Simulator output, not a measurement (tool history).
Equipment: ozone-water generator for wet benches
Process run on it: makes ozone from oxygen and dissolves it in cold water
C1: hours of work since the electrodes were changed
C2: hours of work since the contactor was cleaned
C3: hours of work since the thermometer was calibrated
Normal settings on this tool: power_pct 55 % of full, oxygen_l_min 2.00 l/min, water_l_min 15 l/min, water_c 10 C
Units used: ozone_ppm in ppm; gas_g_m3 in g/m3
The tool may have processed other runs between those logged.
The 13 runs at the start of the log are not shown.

Run 14, hour 867.1: usual settings; C1 2116; C2 1048; C3 728. Result: ozone_ppm 10.5 ppm, gas_g_m3 124.7 g/m3.
Run 15, hour 947.3: usual settings; C1 2187; C2 1119; C3 798. Result: ozone_ppm 10.3 ppm, gas_g_m3 124.1 g/m3.
Run 16, hour 1007.3: usual settings; C1 2239; C2 1171; C3 850. Result: ozone_ppm 10.6 ppm, gas_g_m3 125.4 g/m3.
Run 17, hour 1095.6: usual settings; C1 2316; C2 1248; C3 928. Result: ozone_ppm 10.4 ppm, gas_g_m3 124.7 g/m3.
Run 18, hour 1150.5: usual settings; C1 2364; C2 1296; C3 976. Result: ozone_ppm 10.3 ppm, gas_g_m3 124.6 g/m3.
Run 19, hour 1207.1: usual settings; C1 2414; C2 1346; C3 1025. Result: ozone_ppm 10.6 ppm, gas_g_m3 125.4 g/m3.
Run 20, hour 1291.6: usual settings but oxygen_l_min 2.61 l/min, water_c 6 C; C1 2488; C2 1420; C3 1099. Result: ozone_ppm 11.7 ppm, gas_g_m3 110.6 g/m3.
Run 21, hour 1342.2: usual settings but power_pct 73 % of full, oxygen_l_min 1.03 l/min, water_l_min 17 l/min, water_c 6 C; C1 2532; C2 1464; C3 1143. Result: ozone_ppm 8.9 ppm, gas_g_m3 206.2 g/m3.
Run 22, hour 1402.0: usual settings but power_pct 73 % of full, oxygen_l_min 1.03 l/min, water_l_min 17 l/min, water_c 6 C; C1 2584; C2 1516; C3 1196. Result: ozone_ppm 9.0 ppm, gas_g_m3 205.5 g/m3.
Run 23, hour 1463.0: usual settings but power_pct 48 % of full, oxygen_l_min 3.10 l/min, water_l_min 14 l/min, water_c 14 C; C1 2638; C2 1570; C3 1249. Result: ozone_ppm 10.8 ppm, gas_g_m3 91.8 g/m3.
Run 24, hour 1500.9: usual settings but water_l_min 13 l/min, water_c 8 C; C1 2671; C2 1603; C3 1282. Result: ozone_ppm 12.1 ppm, gas_g_m3 122.4 g/m3.
Run 25, hour 1544.3: usual settings but water_l_min 10 l/min; C1 2709; C2 1641; C3 1320. Result: ozone_ppm 14.8 ppm, gas_g_m3 124.1 g/m3.
Run 26, hour 1600.2: usual settings but power_pct 60 % of full, oxygen_l_min 2.01 l/min, water_l_min 14 l/min, water_c 7 C; C1 2758; C2 1690; C3 1369. Result: ozone_ppm 12.2 ppm, gas_g_m3 131.3 g/m3.
Run 27, hour 1640.3: usual settings but power_pct 45 % of full, oxygen_l_min 2.01 l/min, water_l_min 18 l/min, water_c 7 C; C1 2793; C2 1725; C3 1404. Result: ozone_ppm 7.5 ppm, gas_g_m3 107.9 g/m3.
Run 28, hour 1712.2: usual settings but power_pct 45 % of full, oxygen_l_min 2.01 l/min, water_l_min 18 l/min, water_c 7 C; C1 2856; C2 1788; C3 1467. Result: ozone_ppm 7.8 ppm, gas_g_m3 108.1 g/m3.
Run 29, hour 1760.6: usual settings but oxygen_l_min 1.12 l/min, water_l_min 12 l/min; C1 2898; C2 1830; C3 1509. Result: ozone_ppm 10.7 ppm, gas_g_m3 161.7 g/m3.
Run 30, hour 1825.1: usual settings but oxygen_l_min 1.12 l/min, water_l_min 12 l/min; C1 2955; C2 1887; C3 1566. Result: ozone_ppm 10.8 ppm, gas_g_m3 161.7 g/m3.
Run 31, hour 1875.7: usual settings but water_l_min 13 l/min; C1 2999; C2 1931; C3 1610. Result: ozone_ppm 11.8 ppm, gas_g_m3 123.7 g/m3.
Run 32, hour 1950.6: usual settings but water_l_min 14 l/min; C1 3064; C2 1996; C3 1676. Result: ozone_ppm 10.8 ppm, gas_g_m3 123.6 g/m3.
Run 33, hour 2008.0: usual settings but water_l_min 14 l/min, water_c 17 C; C1 3115; C2 2046; C3 1726. Result: ozone_ppm 10.3 ppm, gas_g_m3 124.8 g/m3.

Alternative continuations, all from the tool just after run 33; predict every row:
Run A, hour 2055.6: usual settings but oxygen_l_min 2.89 l/min; C1 3156; C2 2088; C3 1767. Result: ozone_ppm ?, gas_g_m3 ?.
Run B, hour 2055.6: usual settings but power_pct 58 % of full, water_l_min 22 l/min, water_c 16 C; C1 3156; C2 2088; C3 1767. Result: ozone_ppm ?, gas_g_m3 ?.
Run C, hour 2055.6: usual settings but power_pct 49 % of full; C1 3156; C2 2088; C3 1767. Result: ozone_ppm ?, gas_g_m3 ?.
Run D, hour 2055.6: usual settings but power_pct 58 % of full, oxygen_l_min 3.50 l/min, water_l_min 23 l/min, water_c 17 C; C1 3156; C2 2088; C3 1767. Result: ozone_ppm ?, gas_g_m3 ?.

run  ozone_ppm  gas_g_m3
  A       11.4     104.7
  B        7.0     128.5
  C        9.5     115.6
  D        7.7      98.5
Without the tool's unlogged condition, the same runs would have read:
run  ozone_ppm  gas_g_m3
  A       12.2     110.3
  B        7.5     135.7
  C       10.2     121.2
  D        8.3     104.1
